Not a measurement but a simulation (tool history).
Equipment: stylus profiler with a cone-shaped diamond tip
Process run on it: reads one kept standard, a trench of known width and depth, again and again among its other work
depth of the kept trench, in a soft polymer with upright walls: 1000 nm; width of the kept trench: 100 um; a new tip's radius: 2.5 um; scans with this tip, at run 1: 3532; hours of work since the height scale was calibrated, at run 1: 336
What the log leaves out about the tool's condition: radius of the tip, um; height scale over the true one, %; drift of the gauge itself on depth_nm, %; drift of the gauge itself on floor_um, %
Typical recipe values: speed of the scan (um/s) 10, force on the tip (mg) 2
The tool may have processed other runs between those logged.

run	hour	speed of the scan (um/s)	force on the tip (mg)	scans with this tip	hours of work since the height scale was calibrated	depth of the trench (nm)	width of the trench's floor (nm)
1	0	10	2	3532	336	1006.73	94250
2	27.3	10	2	3662	349	1006.07	94250
3	58.5	10	2	3811	363	1006.13	94170
4	89.6	10	2	3959	377	1006.44	94120
5	122.8	10	2	4117	392	1006.49	94050
6	155.5	10	2	4272	407	1006.32	94020
7	189.7	5	2	4435	422	1006.91	94000
8	209.8	5	2	4531	431	1006.57	93880
9	226.7	33	2	4611	439	1006.57	93690
10	253.1	33	2	4737	451	1006.49	93630
11	269.2	33	2	4813	458	1006.13	93590
12	286.9	33	2	4897	466	1006.11	93560
# hour 289.3: height scale calibrated on a step standard
13	309.5	33	2	5003	9	1005.99	93500
14	342.9	33	1.2	5161	24	1003.75	93420
# hour 365.1: height scale calibrated on a step standard, once more
15	365.1	33	1.2	5265	0	1004.94	93380
16	390	22	2	5383	11	1007.02	93410
17	421.3	22	2	5532	25	1007.22	93340
18	454	22	2	5688	40	1007	93340
19	474.1	7	1.6	5783	49	1006.3	93400
20	509.3	7	1.6	5951	65	1006.14	93330
21	536.1	33	1.41	6078	77	1005.47	93040
22	559.2	26	0.99	6188	88	1004.35	93030
23	578.2	26	3.15	6279	97	1009.69	93160
24	611.5	6	4.27	6437	112	1012.01	93170
25	631.2	2	2	6531	121	1006.97	93120
26	647.6	2	0.97	6609	128	1004.08	93100
27	681	5	0.67	6768	143	1003.15	92990
28	706.7	10	0.83	6890	155	1003.8	92910
29	739.2	6	5.9	7044	169	1014.45	92980

5 options for the next run, each taken on its own from the tool as it stands now. Forecast them:
A	763.6	11	1.38	7161	181	?	?
B	763.6	10	0.68	7161	181	?	?
C	763.6	4	2.02	7161	181	?	?
D	763.6	14	2.1	7161	181	?	?
E	763.6	2	4.66	7161	181	?	?

run	depth of the trench (nm)	width of the trench's floor (nm)
A	1005.28	92810
B	1003.06	92840
C	1007.04	92930
D	1006.78	92850
E	1012.04	92930
The same runs, with their run-to-run variation unchanged, on a tool lacking any hidden condition would have given:
run	depth of the trench (nm)	width of the trench's floor (nm)
A	1005.81	95880
B	1003.59	95910
C	1007.57	95990
D	1007.3	95920
E	1012.57	96000
